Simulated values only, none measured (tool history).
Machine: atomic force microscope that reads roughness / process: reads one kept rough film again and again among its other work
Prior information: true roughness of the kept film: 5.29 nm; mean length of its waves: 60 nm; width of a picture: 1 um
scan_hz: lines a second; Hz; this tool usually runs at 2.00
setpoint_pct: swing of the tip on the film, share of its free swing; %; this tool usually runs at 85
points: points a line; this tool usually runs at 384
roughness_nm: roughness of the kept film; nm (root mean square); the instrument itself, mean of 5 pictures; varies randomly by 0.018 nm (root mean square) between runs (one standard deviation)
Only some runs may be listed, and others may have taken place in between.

{"run": 1, "day": 0.0, "scan_hz": 2.0, "setpoint_pct": 85, "points": 384, "roughness_nm": 4.121}
{"run": 2, "day": 0.904, "scan_hz": 2.0, "setpoint_pct": 76, "points": 384, "roughness_nm": 4.301}
{"run": 3, "day": 1.933, "scan_hz": 2.97, "setpoint_pct": 85, "points": 384, "roughness_nm": 3.768}
{"day": 2.867, "done": "new tip fitted"}
{"run": 4, "day": 2.917, "scan_hz": 2.97, "setpoint_pct": 85, "points": 384, "roughness_nm": 4.03}
{"run": 5, "day": 3.971, "scan_hz": 2.0, "setpoint_pct": 85, "points": 384, "roughness_nm": 4.27}
{"run": 6, "day": 5.179, "scan_hz": 0.98, "setpoint_pct": 85, "points": 384, "roughness_nm": 4.511}
{"run": 7, "day": 6.325, "scan_hz": 0.98, "setpoint_pct": 85, "points": 384, "roughness_nm": 4.455}
{"run": 8, "day": 6.983, "scan_hz": 0.98, "setpoint_pct": 85, "points": 384, "roughness_nm": 4.439}
{"run": 9, "day": 7.712, "scan_hz": 0.98, "setpoint_pct": 85, "points": 384, "roughness_nm": 4.387}
{"run": 10, "day": 9.033, "scan_hz": 0.98, "setpoint_pct": 85, "points": 384, "roughness_nm": 4.327}
{"day": 9.338, "done": "new tip fitted"}
{"run": 11, "day": 10.067, "scan_hz": 2.0, "setpoint_pct": 85, "points": 384, "roughness_nm": 4.281}
{"run": 12, "day": 11.0, "scan_hz": 2.0, "setpoint_pct": 85, "points": 384, "roughness_nm": 4.249}
{"run": 13, "day": 12.188, "scan_hz": 2.06, "setpoint_pct": 85, "points": 384, "roughness_nm": 4.146}
{"run": 14, "day": 13.596, "scan_hz": 2.06, "setpoint_pct": 85, "points": 384, "roughness_nm": 4.05}
{"run": 15, "day": 14.846, "scan_hz": 2.06, "setpoint_pct": 85, "points": 384, "roughness_nm": 3.994}
{"day": 15.796, "done": "new tip fitted"}
{"run": 16, "day": 16.05, "scan_hz": 2.06, "setpoint_pct": 85, "points": 384, "roughness_nm": 4.335}
{"run": 17, "day": 16.854, "scan_hz": 2.06, "setpoint_pct": 85, "points": 384, "roughness_nm": 4.255}
{"run": 18, "day": 17.658, "scan_hz": 2.06, "setpoint_pct": 85, "points": 384, "roughness_nm": 4.189}
{"run": 19, "day": 18.458, "scan_hz": 0.94, "setpoint_pct": 85, "points": 384, "roughness_nm": 4.579}
{"run": 20, "day": 19.571, "scan_hz": 0.94, "setpoint_pct": 85, "points": 384, "roughness_nm": 4.502}
{"run": 21, "day": 20.396, "scan_hz": 0.94, "setpoint_pct": 85, "points": 384, "roughness_nm": 4.413}
{"run": 22, "day": 21.221, "scan_hz": 0.94, "setpoint_pct": 85, "points": 384, "roughness_nm": 4.36}
{"day": 22.329, "done": "new tip fitted"}
{"run": 23, "day": 22.65, "scan_hz": 2.0, "setpoint_pct": 85, "points": 384, "roughness_nm": 4.31}
{"run": 24, "day": 23.558, "scan_hz": 2.0, "setpoint_pct": 70, "points": 384, "roughness_nm": 4.669}
{"run": 25, "day": 24.888, "scan_hz": 2.0, "setpoint_pct": 70, "points": 384, "roughness_nm": 4.547}
{"run": 26, "day": 25.504, "scan_hz": 2.0, "setpoint_pct": 85, "points": 384, "roughness_nm": 4.162}
{"run": 27, "day": 26.154, "scan_hz": 2.0, "setpoint_pct": 85, "points": 384, "roughness_nm": 4.108}
{"run": 28, "day": 27.083, "scan_hz": 2.0, "setpoint_pct": 75, "points": 384, "roughness_nm": 4.309}
{"run": 29, "day": 27.825, "scan_hz": 1.19, "setpoint_pct": 89, "points": 463, "roughness_nm": 4.22}
{"day": 28.846, "done": "new tip fitted"}
{"run": 30, "day": 28.979, "scan_hz": 0.95, "setpoint_pct": 77, "points": 500, "roughness_nm": 4.855}
{"run": 31, "day": 29.646, "scan_hz": 0.9, "setpoint_pct": 74, "points": 748, "roughness_nm": 4.87}
{"run": 32, "day": 30.783, "scan_hz": 1.13, "setpoint_pct": 71, "points": 544, "roughness_nm": 4.746}
{"run": 33, "day": 31.979, "scan_hz": 1.13, "setpoint_pct": 71, "points": 544, "roughness_nm": 4.637}
{"run": 34, "day": 33.333, "scan_hz": 2.0, "setpoint_pct": 85, "points": 674, "roughness_nm": 4.074}
{"run": 35, "day": 34.15, "scan_hz": 2.0, "setpoint_pct": 85, "points": 674, "roughness_nm": 4.02}
{"run": 36, "day": 35.175, "scan_hz": 1.23, "setpoint_pct": 60, "points": 384, "roughness_nm": 4.535}
{"day": 35.283, "done": "new tip fitted"}
{"run": 37, "day": 36.108, "scan_hz": 2.41, "setpoint_pct": 85, "points": 600, "roughness_nm": 4.179}
{"run": 38, "day": 36.917, "scan_hz": 2.0, "setpoint_pct": 84, "points": 384, "roughness_nm": 4.288}
{"run": 39, "day": 37.838, "scan_hz": 1.92, "setpoint_pct": 84, "points": 803, "roughness_nm": 4.272}
{"run": 40, "day": 38.562, "scan_hz": 1.92, "setpoint_pct": 84, "points": 803, "roughness_nm": 4.227}
{"run": 41, "day": 39.854, "scan_hz": 1.92, "setpoint_pct": 84, "points": 803, "roughness_nm": 4.138}
{"run": 42, "day": 41.129, "scan_hz": 1.92, "setpoint_pct": 84, "points": 803, "roughness_nm": 4.072}
{"day": 41.833, "done": "new tip fitted"}
{"run": 43, "day": 41.842, "scan_hz": 0.81, "setpoint_pct": 77, "points": 258, "roughness_nm": 4.868}
{"run": 44, "day": 42.842, "scan_hz": 0.81, "setpoint_pct": 77, "points": 258, "roughness_nm": 4.775}
{"run": 45, "day": 43.996, "scan_hz": 0.81, "setpoint_pct": 85, "points": 261, "roughness_nm": 4.644}
{"run": 46, "day": 44.712, "scan_hz": 1.16, "setpoint_pct": 69, "points": 437, "roughness_nm": 4.744}
{"run": 47, "day": 45.467, "scan_hz": 0.91, "setpoint_pct": 72, "points": 380, "roughness_nm": 4.682}
{"run": 48, "day": 46.5, "scan_hz": 0.91, "setpoint_pct": 72, "points": 380, "roughness_nm": 4.614}
{"run": 49, "day": 47.596, "scan_hz": 0.91, "setpoint_pct": 62, "points": 334, "roughness_nm": 4.631}
{"day": 48.333, "done": "new tip fitted"}
{"run": 50, "day": 48.792, "scan_hz": 2.0, "setpoint_pct": 86, "points": 606, "roughness_nm": 4.25}
{"run": 51, "day": 49.596, "scan_hz": 2.0, "setpoint_pct": 86, "points": 606, "roughness_nm": 4.247}
{"run": 52, "day": 50.954, "scan_hz": 2.0, "setpoint_pct": 64, "points": 861, "roughness_nm": 4.717}
{"run": 53, "day": 52.3, "scan_hz": 2.0, "setpoint_pct": 61, "points": 445, "roughness_nm": 4.648}

Each row is a separate what-if for the run after 53, all from the same tool condition, not one after another. Results?
{"run": "A", "day": 53.054, "scan_hz": 1.49, "setpoint_pct": 83, "points": 882, "roughness_nm": "?"}
{"run": "B", "day": 53.054, "scan_hz": 2.0, "setpoint_pct": 72, "points": 932, "roughness_nm": "?"}
{"run": "C", "day": 53.054, "scan_hz": 2.0, "setpoint_pct": 70, "points": 384, "roughness_nm": "?"}
{"run": "D", "day": 53.054, "scan_hz": 2.0, "setpoint_pct": 63, "points": 384, "roughness_nm": "?"}

run=A roughness_nm=4.309
run=B roughness_nm=4.416
run=C roughness_nm=4.435
run=D roughness_nm=4.508
The same runs, with their run-to-run variation unchanged, on a tool lacking any hidden condition would have given:
run=A roughness_nm=4.560
run=B roughness_nm=4.673
run=C roughness_nm=4.693
run=D roughness_nm=4.771
